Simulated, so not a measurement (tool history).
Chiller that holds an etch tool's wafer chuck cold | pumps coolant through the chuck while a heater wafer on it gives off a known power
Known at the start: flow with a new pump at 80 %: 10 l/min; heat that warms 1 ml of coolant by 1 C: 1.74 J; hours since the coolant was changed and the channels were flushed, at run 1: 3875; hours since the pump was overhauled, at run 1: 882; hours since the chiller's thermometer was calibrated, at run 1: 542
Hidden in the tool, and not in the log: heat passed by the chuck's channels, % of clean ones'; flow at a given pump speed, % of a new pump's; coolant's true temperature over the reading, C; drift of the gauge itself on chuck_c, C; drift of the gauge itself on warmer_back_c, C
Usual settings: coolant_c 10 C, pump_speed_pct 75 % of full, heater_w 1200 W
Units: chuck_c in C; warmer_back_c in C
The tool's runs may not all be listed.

run	hour	coolant_c	pump_speed_pct	heater_w	hours since the coolant was changed and the channels were flushed	hours since the pump was overhauled	hours since the chiller's thermometer was calibrated	chuck_c	warmer_back_c
1	0	10	75	1200	3875	882	542	19.9	4.41
2	30.8	10	75	1200	3906	913	572	20.1	4.39
3	61.9	10	75	1200	3937	944	603	20.1	4.43
4	80.8	10	75	1200	3956	963	622	19.8	4.42
5	109.5	10	88	1200	3984	991	651	18.8	3.83
6	128.1	10	88	1200	4003	1010	670	18.9	3.81
7	161.2	10	75	1200	4036	1043	703	20	4.48
8	187.3	10	75	1200	4062	1069	729	19.9	4.49
9	216.3	10	75	1200	4091	1098	758	20	4.5
10	241	10	94	1200	4116	1123	782	18.4	3.67
11	261.5	10	75	1097	4137	1143	803	19	4.14
12	294.7	13	67	822	4170	1176	836	20.4	3.5
13	330.2	20	67	822	4205	1212	872	27.3	3.55
14	350.6	8	68	641	4226	1232	892	13.7	2.77
15	380.2	8	68	641	4255	1262	922	13.7	2.79
16	398.1	8	68	641	4273	1280	940	13.8	2.77
17	434.2	10	82	1471	4309	1316	976	21.4	5.18
18	461.5	19	71	1060	4336	1343	1003	28.3	4.35
19	487.2	2	83	1060	4362	1369	1029	10.2	3.77

Forecast each of these 5 alternatives for the next run:
A	512.1	19	83	1530	4387	1394	1054	?	?
B	512.1	3	83	767	4387	1394	1054	?	?
C	512.1	10	60	1200	4387	1394	1054	?	?
D	512.1	2	93	1060	4387	1394	1054	?	?
E	512.1	6	83	791	4387	1394	1054	?	?

run	chuck_c	warmer_back_c
A	30.8	5.34
B	8.9	2.82
C	21.8	5.69
D	9.4	3.43
E	11.9	2.9
Without the tool's hidden state the same runs would have given:
run	chuck_c	warmer_back_c
A	30.8	5.08
B	8.9	2.56
C	21.8	5.43
D	9.4	3.17
E	11.9	2.64

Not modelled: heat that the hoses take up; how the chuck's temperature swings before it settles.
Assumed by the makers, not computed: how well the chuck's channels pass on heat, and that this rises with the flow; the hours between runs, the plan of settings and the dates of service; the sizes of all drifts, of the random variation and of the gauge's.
